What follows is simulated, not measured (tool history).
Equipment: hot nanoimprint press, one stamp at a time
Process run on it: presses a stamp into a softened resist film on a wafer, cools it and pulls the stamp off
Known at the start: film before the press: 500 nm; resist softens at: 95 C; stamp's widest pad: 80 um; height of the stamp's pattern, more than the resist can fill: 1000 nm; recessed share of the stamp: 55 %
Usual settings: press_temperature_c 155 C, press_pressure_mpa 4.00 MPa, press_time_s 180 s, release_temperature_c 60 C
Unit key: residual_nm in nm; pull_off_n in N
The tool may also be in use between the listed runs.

run   hour  press_temperature_c  press_pressure_mpa  press_time_s  release_temperature_c  residual_nm  pull_off_n
  1    0.0                  155                4.00           180                     60        291.1         244
      62.0  -- stamp cleaned and given a new release coat
  2   62.7                  155                4.00           180                     60        291.9         238
  3   99.0                  155                4.00           180                     60        293.4         229
  4  154.9                  155                4.00           180                     60        291.9         235
     236.6  -- plate thermocouple calibrated
  5  237.0                  155                4.00           180                     60        292.4         243
  6  270.0                  155                4.00           180                     60        290.9         228
  7  325.7                  155                4.00           180                     55        291.9         250
  8  366.7                  155                2.89           180                     60        336.5         238

The next listed run, before its measurement:
  9  446.2                  164                4.33            95                     60            ?           ?

residual_nm: 238.9 nm
pull_off_n: 235 N
Had the tool carried no hidden state, the very same run would have given residual_nm 238.8 nm, pull_off_n 232 N.

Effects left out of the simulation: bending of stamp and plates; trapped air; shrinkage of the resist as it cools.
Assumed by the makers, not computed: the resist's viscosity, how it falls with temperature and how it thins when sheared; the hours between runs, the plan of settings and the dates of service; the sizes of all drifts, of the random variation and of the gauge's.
